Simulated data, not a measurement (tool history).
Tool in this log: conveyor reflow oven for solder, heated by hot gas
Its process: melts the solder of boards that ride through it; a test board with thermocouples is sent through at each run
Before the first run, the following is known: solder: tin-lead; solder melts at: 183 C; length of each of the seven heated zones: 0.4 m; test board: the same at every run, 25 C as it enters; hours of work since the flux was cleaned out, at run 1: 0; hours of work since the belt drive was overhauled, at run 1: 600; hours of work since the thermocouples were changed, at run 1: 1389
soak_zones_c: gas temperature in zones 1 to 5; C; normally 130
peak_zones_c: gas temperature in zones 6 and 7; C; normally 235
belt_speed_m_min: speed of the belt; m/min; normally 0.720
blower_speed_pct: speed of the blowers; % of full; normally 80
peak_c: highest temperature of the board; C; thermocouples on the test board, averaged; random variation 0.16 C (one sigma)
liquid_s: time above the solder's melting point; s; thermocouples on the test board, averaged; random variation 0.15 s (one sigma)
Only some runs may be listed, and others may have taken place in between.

run,hour,soak_zones_c,peak_zones_c,belt_speed_m_min,blower_speed_pct,hours of work since the flux was cleaned out,hours of work since the belt drive was overhauled,hours of work since the thermocouples were changed,peak_c,liquid_s
1,0.0,130,235,0.720,80,0,600,1389,214.5,44.8
2,73.8,130,235,0.751,80,35,636,1424,213.0,41.8
3,115.8,130,235,0.751,80,55,656,1444,213.0,41.6
4,176.0,130,235,0.751,80,84,684,1473,212.5,41.8
# hour 218.3: thermocouples of zones 6 and 7 changed
5,225.7,130,244,0.720,80,107,707,4,222.0,50.1
# hour 283.5: belt drive overhauled, speed set with a stopwatch
6,289.0,130,244,0.720,80,135,3,32,221.9,49.6
7,370.2,130,244,0.720,80,174,41,71,221.5,50.0
# hour 455.8: flux residue cleaned out of gas plates and filters
8,455.8,130,244,0.720,80,0,80,109,221.7,50.0
9,511.1,130,244,0.720,80,26,106,135,221.7,49.8
10,583.9,130,244,0.720,80,61,141,170,221.6,50.1
11,637.4,130,244,0.720,80,87,166,196,221.9,49.9
12,718.3,130,244,0.720,80,125,205,234,221.8,50.0
13,760.0,130,244,0.720,80,145,225,254,221.8,49.8
14,819.4,130,244,0.720,80,173,253,282,221.8,50.1
15,878.3,130,244,0.720,80,202,281,311,221.6,50.2
# hour 904.2: flux residue cleaned out of gas plates and filters
16,945.2,130,244,0.720,80,20,311,340,221.9,50.1
17,1018.0,130,226,0.720,78,54,346,375,205.9,37.8
18,1076.2,130,227,0.626,80,82,373,403,211.8,51.0
19,1137.5,115,235,0.720,52,111,403,432,195.5,20.2
20,1218.4,117,234,0.720,80,150,441,470,210.9,39.0
21,1260.3,133,234,0.720,80,170,461,490,214.5,45.2
22,1310.3,139,240,0.648,89,194,485,514,226.1,62.3

Run 23 comes next. What will it give?
# hour 1352.6: flux residue cleaned out of gas plates and filters
23,1391.7,139,234,0.805,86,19,522,551,?,?

For run 23 the tool returned peak_c 213.5 C, liquid_s 41.7 s.
On a tool with no hidden condition, and with the same random variation, this run would have come out at peak_c 213.5 C, liquid_s 41.7 s.
